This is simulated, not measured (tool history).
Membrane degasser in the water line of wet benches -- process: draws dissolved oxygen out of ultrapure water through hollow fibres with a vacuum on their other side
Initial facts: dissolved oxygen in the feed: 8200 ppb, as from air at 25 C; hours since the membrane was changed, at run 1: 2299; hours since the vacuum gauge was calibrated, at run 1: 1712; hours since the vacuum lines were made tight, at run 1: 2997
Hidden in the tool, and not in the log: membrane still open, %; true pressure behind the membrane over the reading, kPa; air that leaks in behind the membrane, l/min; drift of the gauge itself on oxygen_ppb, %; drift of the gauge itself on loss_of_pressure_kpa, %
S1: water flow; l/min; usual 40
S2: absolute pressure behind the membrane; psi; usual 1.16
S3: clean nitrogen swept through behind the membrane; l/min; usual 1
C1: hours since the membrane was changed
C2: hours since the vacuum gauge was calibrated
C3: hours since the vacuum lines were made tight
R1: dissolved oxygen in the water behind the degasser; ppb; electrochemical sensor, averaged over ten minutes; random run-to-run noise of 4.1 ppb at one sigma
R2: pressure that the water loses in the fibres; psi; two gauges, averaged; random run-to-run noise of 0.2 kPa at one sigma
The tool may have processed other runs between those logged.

Run 1, hour 0: usual settings; C1 2299; C2 1712; C3 2997. Result: R1 428.4 ppb, R2 6.66 psi.
Run 2, hour 244.1: usual settings but S2 1.841 psi; C1 2543; C2 1956; C3 3241. Result: R1 757.8 ppb, R2 6.718 psi.
Run 3, hour 439.6: usual settings; C1 2738; C2 2151; C3 3436. Result: R1 424.4 ppb, R2 6.638 psi.
Run 4, hour 683.9: usual settings but S3 0.48 l/min; C1 2983; C2 2396; C3 3681. Result: R1 666.8 ppb, R2 6.695 psi.
Run 5, hour 881.2: usual settings but S3 0.48 l/min; C1 3180; C2 2593; C3 3878. Result: R1 667.7 ppb, R2 6.688 psi.
Run 6, hour 997.4: usual settings; C1 3296; C2 2709; C3 3994. Result: R1 428.8 ppb, R2 6.689 psi.
Run 7, hour 1125.7: usual settings; C1 3424; C2 2837; C3 4122. Result: R1 422.3 ppb, R2 6.673 psi.
Run 8, hour 1343: usual settings but S2 1.337 psi; C1 3642; C2 3055; C3 4340. Result: R1 520 ppb, R2 6.704 psi.
At hour 1357.7: vacuum gauge calibrated.
Run 9, hour 1473.6: usual settings but S2 1.337 psi; C1 3772; C2 116; C3 4470. Result: R1 519.2 ppb, R2 6.728 psi.
Run 10, hour 1600.9: usual settings but S1 45 l/min, S2 0.97 psi; C1 3899; C2 243; C3 4597. Result: R1 366.9 ppb, R2 7.548 psi.
Run 11, hour 1737.5: usual settings but S1 45 l/min, S2 0.97 psi; C1 4036; C2 380; C3 4734. Result: R1 374.5 ppb, R2 7.532 psi.
Run 12, hour 1855.7: usual settings but S1 63 l/min, S2 0.97 psi, S3 0.76 l/min; C1 4154; C2 498; C3 4852. Result: R1 574.4 ppb, R2 10.504 psi.
At hour 1895.2: vacuum gauge calibrated, once more.
Run 13, hour 2021.7: usual settings but S1 34 l/min; C1 4319; C2 127; C3 5017. Result: R1 359.7 ppb, R2 5.714 psi.
Run 14, hour 2163.9: usual settings but S3 1.21 l/min; C1 4462; C2 269; C3 5160. Result: R1 372.3 ppb, R2 6.77 psi.
Run 15, hour 2342.2: usual settings but S2 1.975 psi, S3 1.37 l/min; C1 4640; C2 447; C3 5338. Result: R1 653.3 ppb, R2 6.747 psi.

Consider 3 possible next runs. They are alternatives, not a sequence: every one starts from the tool as it was left by run 15. What does each give?
Run A, hour 2585.5: usual settings but S2 1.785 psi, S3 1.37 l/min; C1 4883; C2 690; C3 5581. Result: R1 ?, R2 ?.
Run B, hour 2585.5: usual settings but S2 1.709 psi, S3 1.65 l/min; C1 4883; C2 690; C3 5581. Result: R1 ?, R2 ?.
Run C, hour 2585.5: usual settings but S1 25 l/min; C1 4883; C2 690; C3 5581. Result: R1 ?, R2 ?.

run     R1     R2
  A    578  6.734
  B  486.3  6.778
  C  275.9  4.216
With the hidden condition removed and each run's random variation left untouched, the same runs would have given:
run     R1     R2
  A  570.2  6.557
  B  478.2  6.601
  C  270.9  4.106

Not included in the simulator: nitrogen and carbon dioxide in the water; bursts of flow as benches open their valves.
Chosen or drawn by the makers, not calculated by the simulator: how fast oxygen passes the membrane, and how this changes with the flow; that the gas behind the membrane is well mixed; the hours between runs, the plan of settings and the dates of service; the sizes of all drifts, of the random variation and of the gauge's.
